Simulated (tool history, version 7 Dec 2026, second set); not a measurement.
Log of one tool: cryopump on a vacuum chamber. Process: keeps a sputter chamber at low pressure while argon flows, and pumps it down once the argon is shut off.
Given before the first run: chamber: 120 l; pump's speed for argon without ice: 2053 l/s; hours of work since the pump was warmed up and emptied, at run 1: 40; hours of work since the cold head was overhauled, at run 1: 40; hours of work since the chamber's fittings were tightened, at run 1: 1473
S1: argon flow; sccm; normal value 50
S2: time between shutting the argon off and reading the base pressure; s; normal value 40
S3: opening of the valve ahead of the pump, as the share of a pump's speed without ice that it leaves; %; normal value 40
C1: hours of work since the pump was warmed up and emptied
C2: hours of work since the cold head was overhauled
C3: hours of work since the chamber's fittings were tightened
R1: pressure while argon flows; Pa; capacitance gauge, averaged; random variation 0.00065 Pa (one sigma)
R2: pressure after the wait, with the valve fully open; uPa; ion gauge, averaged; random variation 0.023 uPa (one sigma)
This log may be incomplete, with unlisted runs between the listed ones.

run,day,S1,S2,S3,C1,C2,C3,R1,R2
1,0,50,40,40,40,40,1473,0.1043,1.1
2,0.792,50,40,40,57,57,1490,0.1043,1.12
3,1.854,50,40,40,79,79,1512,0.1037,1.09
4,2.767,50,40,40,98,98,1531,0.105,1.11
5,3.817,50,40,40,120,120,1554,0.1036,1.14
6,4.838,50,40,40,142,142,1575,0.1058,1.12
7,5.367,50,40,40,153,153,1586,0.1048,1.16
8,5.858,44,40,40,163,163,1597,0.0942,1.16
9,6.712,50,206,40,181,181,1614,0.1047,0.72
10,7.308,50,206,40,194,194,1627,0.1067,0.7
11,7.862,50,206,40,205,205,1639,0.1069,0.73
12,8.621,50,206,40,221,221,1655,0.1059,0.73
13,9.421,50,206,40,238,238,1672,0.1066,0.71
14,10.438,50,206,40,260,260,1693,0.1068,0.74
15,11.071,50,40,23,273,273,1706,0.1842,1.25
16,11.804,75,214,26,288,288,1722,0.2436,0.76
17,12.758,75,214,26,308,308,1742,0.2431,0.78
18,13.521,21,195,54,324,324,1758,0.0336,0.79
19,14.288,21,195,54,341,341,1774,0.0345,0.77
20,15.196,50,40,51,360,360,1793,0.0868,1.25
21,16.221,56,55,51,381,381,1815,0.0974,1.14
22,16.738,21,69,38,392,392,1826,0.0481,1.04
23,17.404,22,69,26,406,406,1840,0.0716,1.03
24,18.212,76,206,33,423,423,1857,0.2007,0.78

Run 25 is up next; what results do you expect?
25,18.962,82,206,21,439,439,1872,?,?

R1: 0.3298 Pa
R2: 0.87 uPa
Had the tool carried no hidden state, the very same run would have given R1 0.3188 Pa, R2 0.27 uPa.
